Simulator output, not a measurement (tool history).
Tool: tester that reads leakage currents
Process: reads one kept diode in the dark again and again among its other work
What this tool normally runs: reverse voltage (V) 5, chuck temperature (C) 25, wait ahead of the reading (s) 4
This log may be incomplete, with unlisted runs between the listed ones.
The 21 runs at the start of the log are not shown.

run,hour,reverse voltage (V),chuck temperature (C),wait ahead of the reading (s),hours of work since the probe card was cleaned,hours of work since the tester was calibrated,hours of work since the chuck was calibrated,current that the tester gives (pA)
# hour 4083.8: probe card cleaned and baked
22,4236.2,14.4,32,2.01,103,3626,376,73.91
23,4394,14.4,32,2.01,210,3733,483,75.05
24,4656,14.4,32,2.01,388,3911,661,77.13
25,4935.1,1.44,27,2.26,577,4100,850,11.23
26,5154.7,1.93,48,6.21,726,4249,999,40.4
# hour 5292.9: probe card cleaned and baked, once more
27,5314.7,1.19,25,7.76,15,4356,1105,4.46
28,5518.9,5,21,8.34,153,4494,1244,6.47
29,5763.1,5,46,8.5,319,4660,1409,43.84
30,5900.8,5,46,8.5,412,4753,1502,44.47
31,6017.2,5,46,9.52,491,4832,1581,45.07

Predict each of these 4 candidate next runs independently; none follows another, all start after run 31:
A,6243.8,5,47,9.52,645,4986,1735,?
B,6243.8,1.01,21,9.52,645,4986,1735,?
C,6243.8,4.97,46,0.4,645,4986,1735,?
D,6243.8,8.29,21,4.98,645,4986,1735,?

run,current that the tester gives (pA)
A,49.22
B,3.44
C,49.2
D,12.1
With the hidden condition removed and each run's random variation left untouched, the same runs would have given:
run,current that the tester gives (pA)
A,45.56
B,2.83
C,45.73
D,7.58
